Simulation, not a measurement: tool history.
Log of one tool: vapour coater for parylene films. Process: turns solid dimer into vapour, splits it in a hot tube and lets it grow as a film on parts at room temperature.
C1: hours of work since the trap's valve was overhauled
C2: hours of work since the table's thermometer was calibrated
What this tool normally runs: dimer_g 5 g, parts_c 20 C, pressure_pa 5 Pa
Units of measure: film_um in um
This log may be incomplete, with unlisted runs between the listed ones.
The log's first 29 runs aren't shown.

{"run": 30, "day": 37.288, "dimer_g": 5, "parts_c": 14, "pressure_pa": 2.07, "C1": 41, "C2": 1298, "film_um": 5.52}
{"run": 31, "day": 38.458, "dimer_g": 5, "parts_c": 14, "pressure_pa": 2.07, "C1": 63, "C2": 1320, "film_um": 5.55}
{"run": 32, "day": 39.354, "dimer_g": 5, "parts_c": 14, "pressure_pa": 2.07, "C1": 80, "C2": 1337, "film_um": 5.44}
{"day": 40.538, "done": "table's thermometer calibrated"}
{"run": 33, "day": 40.821, "dimer_g": 5, "parts_c": 14, "pressure_pa": 2.07, "C1": 107, "C2": 5, "film_um": 5.49}
{"run": 34, "day": 41.867, "dimer_g": 3, "parts_c": 14, "pressure_pa": 6.88, "C1": 126, "C2": 25, "film_um": 3.04}
{"run": 35, "day": 42.625, "dimer_g": 5, "parts_c": 14, "pressure_pa": 6.79, "C1": 140, "C2": 39, "film_um": 5.1}
{"run": 36, "day": 44.271, "dimer_g": 2, "parts_c": 30, "pressure_pa": 6.93, "C1": 171, "C2": 70, "film_um": 0.95}
{"run": 37, "day": 45.792, "dimer_g": 6, "parts_c": 21, "pressure_pa": 3.95, "C1": 200, "C2": 98, "film_um": 4.66}
{"run": 38, "day": 47.342, "dimer_g": 6, "parts_c": 21, "pressure_pa": 3.95, "C1": 229, "C2": 128, "film_um": 4.61}
{"run": 39, "day": 48.304, "dimer_g": 7, "parts_c": 17, "pressure_pa": 5.66, "C1": 247, "C2": 146, "film_um": 6.17}
{"run": 40, "day": 49.625, "dimer_g": 7, "parts_c": 16, "pressure_pa": 5.66, "C1": 272, "C2": 170, "film_um": 6.47}
{"run": 41, "day": 51.025, "dimer_g": 3, "parts_c": 13, "pressure_pa": 6.33, "C1": 298, "C2": 196, "film_um": 3.16}
{"run": 42, "day": 52.329, "dimer_g": 5, "parts_c": 24, "pressure_pa": 10.38, "C1": 322, "C2": 221, "film_um": 2.86}
{"run": 43, "day": 53.679, "dimer_g": 3, "parts_c": 19, "pressure_pa": 4.44, "C1": 348, "C2": 246, "film_um": 2.5}
{"day": 54.15, "done": "trap's valve overhauled"}
{"run": 44, "day": 55.579, "dimer_g": 3, "parts_c": 19, "pressure_pa": 4.44, "C1": 27, "C2": 279, "film_um": 2.55}
{"run": 45, "day": 57.058, "dimer_g": 4, "parts_c": 13, "pressure_pa": 5, "C1": 54, "C2": 306, "film_um": 4.46}
{"run": 46, "day": 58.029, "dimer_g": 5, "parts_c": 31, "pressure_pa": 4.49, "C1": 73, "C2": 325, "film_um": 2.48}

3 options for the next run, each taken on its own from the tool as it stands now. Forecast them:
{"run": "A", "day": 59.183, "dimer_g": 6, "parts_c": 16, "pressure_pa": 3.06, "C1": 94, "C2": 346, "film_um": "?"}
{"run": "B", "day": 59.183, "dimer_g": 5, "parts_c": 28, "pressure_pa": 5.98, "C1": 94, "C2": 346, "film_um": "?"}
{"run": "C", "day": 59.183, "dimer_g": 5, "parts_c": 31, "pressure_pa": 3.48, "C1": 94, "C2": 346, "film_um": "?"}

run=A film_um=6.11
run=B film_um=2.67
run=C film_um=2.52
Had the tool no hidden state, the same runs would have come out as:
run=A film_um=6.26
run=B film_um=2.74
run=C film_um=2.58

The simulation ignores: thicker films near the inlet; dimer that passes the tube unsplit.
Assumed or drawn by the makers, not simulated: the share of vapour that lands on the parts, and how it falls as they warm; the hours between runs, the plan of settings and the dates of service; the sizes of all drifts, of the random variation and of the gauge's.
